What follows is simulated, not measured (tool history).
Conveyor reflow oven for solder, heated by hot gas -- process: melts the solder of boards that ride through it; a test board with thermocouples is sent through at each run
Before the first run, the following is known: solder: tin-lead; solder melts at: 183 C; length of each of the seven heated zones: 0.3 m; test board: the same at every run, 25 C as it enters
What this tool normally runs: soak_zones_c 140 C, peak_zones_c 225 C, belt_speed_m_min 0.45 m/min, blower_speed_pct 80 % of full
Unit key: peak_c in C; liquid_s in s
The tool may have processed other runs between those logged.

run,hour,soak_zones_c,peak_zones_c,belt_speed_m_min,blower_speed_pct,peak_c,liquid_s
1,0,140,225,0.45,80,208.5,54.5
2,42.6,140,225,0.45,80,207.6,54.8
3,90.5,140,236,0.45,80,217.1,62.9
4,146.8,140,217,0.45,80,200.7,45.9
# hour 179.2: thermocouples of zones 6 and 7 changed
5,193.9,140,225,0.45,80,211.4,57.6
6,238.2,140,225,0.45,80,210.7,57
# hour 246.5: flux residue cleaned out of gas plates and filters
# hour 263.1: belt drive overhauled, speed set with a stopwatch
7,289.1,140,225,0.45,80,211.5,56
8,320.2,140,225,0.45,73,209.3,54
9,344.5,140,225,0.45,80,211,55.7
10,403.2,140,225,0.45,80,211.6,55.5
11,449.3,140,225,0.45,80,210.7,55.7
12,475.2,140,225,0.448,80,210.4,55.8
13,508.7,140,225,0.448,80,211.2,55.8
14,566.8,140,225,0.45,80,210.5,54.9
15,626.6,140,225,0.45,80,209.5,54.7
16,665,140,225,0.45,80,210.2,54.7
17,725,140,225,0.368,76,214.3,73.1
18,768.9,127,225,0.45,54,199.8,35.2
19,812.5,138,230,0.398,80,217.2,69.3
# hour 862: flux residue cleaned out of gas plates and filters
20,872.7,140,225,0.42,85,214.1,63.9
21,903.6,140,225,0.42,85,213.5,64
22,948.2,127,225,0.42,85,211.9,56.7
23,987.5,139,219,0.42,85,207.5,58.1
24,1037.4,142,229,0.365,64,216,76.4
25,1095,140,225,0.366,79,215.8,75.1
26,1154.7,138,221,0.366,61,207.5,64.6
27,1214.6,137,231,0.366,61,216.4,73.5
28,1261.8,143,225,0.47,80,208.9,52.3
29,1319.3,143,225,0.47,80,208.8,52.4
30,1357.3,138,230,0.511,52,200.7,33.7

Each row is a separate what-if for the run after 30, all from the same tool condition, not one after another. Results?
A,1395.6,140,225,0.45,65,?,?
B,1395.6,131,230,0.511,52,?,?
C,1395.6,140,235,0.381,90,?,?

run,peak_c,liquid_s
A,206,49.3
B,197.7,29.2
C,224.5,80
Without the tool's unlogged condition, the same runs would have read:
run,peak_c,liquid_s
A,208.1,51.3
B,199.8,31.7
C,226.8,80.6
